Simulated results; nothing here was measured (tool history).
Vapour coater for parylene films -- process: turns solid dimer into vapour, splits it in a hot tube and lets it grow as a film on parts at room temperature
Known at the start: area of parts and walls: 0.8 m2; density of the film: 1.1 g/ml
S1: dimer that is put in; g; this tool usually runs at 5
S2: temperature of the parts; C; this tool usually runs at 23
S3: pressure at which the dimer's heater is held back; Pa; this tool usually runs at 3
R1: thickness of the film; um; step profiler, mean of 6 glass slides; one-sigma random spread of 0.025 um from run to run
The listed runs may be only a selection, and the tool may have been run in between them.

{"run": 1, "hour": 0.0, "S1": 5, "S2": 23, "S3": 3, "R1": 3.42}
{"run": 2, "hour": 12.7, "S1": 5, "S2": 26, "S3": 3, "R1": 3.22}
{"run": 3, "hour": 19.6, "S1": 5, "S2": 26, "S3": 3, "R1": 3.24}
{"run": 4, "hour": 29.3, "S1": 5, "S2": 26, "S3": 3, "R1": 3.22}
{"run": 5, "hour": 39.4, "S1": 5, "S2": 26, "S3": 3, "R1": 3.22}
{"run": 6, "hour": 53.7, "S1": 5, "S2": 26, "S3": 3, "R1": 3.26}
{"run": 7, "hour": 63.9, "S1": 3, "S2": 26, "S3": 3, "R1": 1.96}
{"run": 8, "hour": 72.1, "S1": 3, "S2": 26, "S3": 3, "R1": 1.94}
{"run": 9, "hour": 78.4, "S1": 3, "S2": 26, "S3": 3, "R1": 1.96}
{"run": 10, "hour": 85.6, "S1": 3, "S2": 26, "S3": 3, "R1": 1.93}
{"run": 11, "hour": 98.9, "S1": 3, "S2": 26, "S3": 3, "R1": 1.92}
{"run": 12, "hour": 112.3, "S1": 8, "S2": 20, "S3": 6.83, "R1": 5.06}
{"run": 13, "hour": 125.4, "S1": 5, "S2": 23, "S3": 7.7, "R1": 2.96}
{"run": 14, "hour": 136.1, "S1": 6, "S2": 23, "S3": 2.8, "R1": 4.15}
{"run": 15, "hour": 146.4, "S1": 6, "S2": 23, "S3": 7.56, "R1": 3.56}
{"run": 16, "hour": 156.9, "S1": 5, "S2": 22, "S3": 3.63, "R1": 3.37}
{"run": 17, "hour": 170.5, "S1": 5, "S2": 22, "S3": 3.63, "R1": 3.38}
{"run": 18, "hour": 182.6, "S1": 5, "S2": 22, "S3": 3.63, "R1": 3.34}
{"run": 19, "hour": 198.0, "S1": 8, "S2": 26, "S3": 7.33, "R1": 4.49}

Forecast each of these 4 alternatives for the next run:
{"run": "A", "hour": 205.7, "S1": 5, "S2": 26, "S3": 10.27, "R1": "?"}
{"run": "B", "hour": 205.7, "S1": 8, "S2": 23, "S3": 3, "R1": "?"}
{"run": "C", "hour": 205.7, "S1": 5, "S2": 25, "S3": 7.95, "R1": "?"}
{"run": "D", "hour": 205.7, "S1": 3, "S2": 34, "S3": 9.88, "R1": "?"}

run=A R1=2.7
run=B R1=5.47
run=C R1=2.83
run=D R1=1.41
With no hidden state in the tool, these same runs would have given:
run=A R1=2.71
run=B R1=5.49
run=C R1=2.84
run=D R1=1.42
